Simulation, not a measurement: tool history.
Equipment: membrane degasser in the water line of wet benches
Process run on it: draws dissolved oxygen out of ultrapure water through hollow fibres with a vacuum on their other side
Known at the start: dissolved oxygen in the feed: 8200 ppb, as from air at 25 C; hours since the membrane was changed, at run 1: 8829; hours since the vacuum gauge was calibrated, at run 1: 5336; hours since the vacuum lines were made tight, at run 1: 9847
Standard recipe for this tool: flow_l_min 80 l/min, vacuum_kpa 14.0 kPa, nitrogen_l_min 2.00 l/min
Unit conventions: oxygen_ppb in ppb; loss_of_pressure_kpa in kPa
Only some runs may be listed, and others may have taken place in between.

| run | hour | flow_l_min | vacuum_kpa | nitrogen_l_min | hours since the membrane was changed | hours since the vacuum gauge was calibrated | hours since the vacuum lines were made tight | oxygen_ppb | loss_of_pressure_kpa |
|---|---|---|---|---|---|---|---|---|---|
| 1 | 0.0 | 80 | 14.0 | 2.00 | 8829 | 5336 | 9847 | 1032.6 | 30.98 |
| 2 | 113.1 | 80 | 33.7 | 2.00 | 8942 | 5449 | 9960 | 2134.4 | 31.11 |
|  | 222.7 | seals of the vacuum lines changed |
| 3 | 247.2 | 80 | 33.7 | 2.00 | 9074 | 5581 | 24 | 2132.6 | 31.24 |
| 4 | 390.8 | 80 | 33.7 | 2.00 | 9217 | 5725 | 168 | 2122.4 | 31.02 |
| 5 | 593.6 | 80 | 33.7 | 2.00 | 9420 | 5928 | 371 | 2130.7 | 30.93 |
| 6 | 837.1 | 80 | 33.7 | 2.00 | 9664 | 6171 | 614 | 2122.3 | 31.08 |
| 7 | 1050.5 | 80 | 33.7 | 2.00 | 9877 | 6384 | 828 | 2121.5 | 31.14 |
| 8 | 1208.4 | 80 | 33.7 | 2.00 | 10035 | 6542 | 986 | 2131.0 | 31.14 |
| 9 | 1390.3 | 72 | 14.0 | 2.00 | 10217 | 6724 | 1168 | 915.7 | 27.87 |
| 10 | 1506.1 | 68 | 15.7 | 3.35 | 10333 | 6840 | 1283 | 688.4 | 26.40 |
| 11 | 1683.5 | 78 | 14.0 | 1.23 | 10510 | 7017 | 1461 | 1312.3 | 30.48 |
| 12 | 1879.9 | 57 | 26.1 | 1.06 | 10707 | 7214 | 1657 | 1954.7 | 22.25 |
| 13 | 2085.2 | 57 | 26.1 | 1.06 | 10912 | 7419 | 1863 | 1962.8 | 22.32 |
| 14 | 2298.1 | 57 | 26.1 | 0.87 | 11125 | 7632 | 2075 | 2203.8 | 22.26 |
| 15 | 2408.9 | 83 | 14.0 | 4.46 | 11236 | 7743 | 2186 | 708.3 | 32.22 |
| 16 | 2655.4 | 80 | 10.9 | 1.35 | 11482 | 7989 | 2433 | 1023.2 | 31.12 |
| 17 | 2775.3 | 96 | 25.1 | 1.71 | 11602 | 8109 | 2553 | 2163.4 | 37.47 |

3 options for the next run, each taken on its own from the tool as it stands now. Forecast them:
|  | 2830.6 | vacuum gauge calibrated |
| A | 3023.5 | 117 | 10.1 | 1.71 | 11850 | 193 | 2800 | ? | ? |
|  | 2830.6 | vacuum gauge calibrated |
| B | 3023.5 | 94 | 32.8 | 1.08 | 11850 | 193 | 2800 | ? | ? |
|  | 2830.6 | vacuum gauge calibrated |
| C | 3023.5 | 96 | 16.1 | 1.71 | 11850 | 193 | 2800 | ? | ? |

| run | oxygen_ppb | loss_of_pressure_kpa |
|---|---|---|
| A | 1326.2 | 45.65 |
| B | 3213.8 | 36.71 |
| C | 1525.2 | 37.22 |
With the hidden condition removed and each run's random variation left untouched, the same runs would have given:
| run | oxygen_ppb | loss_of_pressure_kpa |
|---|---|---|
| A | 1282.2 | 44.16 |
| B | 3198.5 | 35.51 |
| C | 1495.1 | 36.00 |
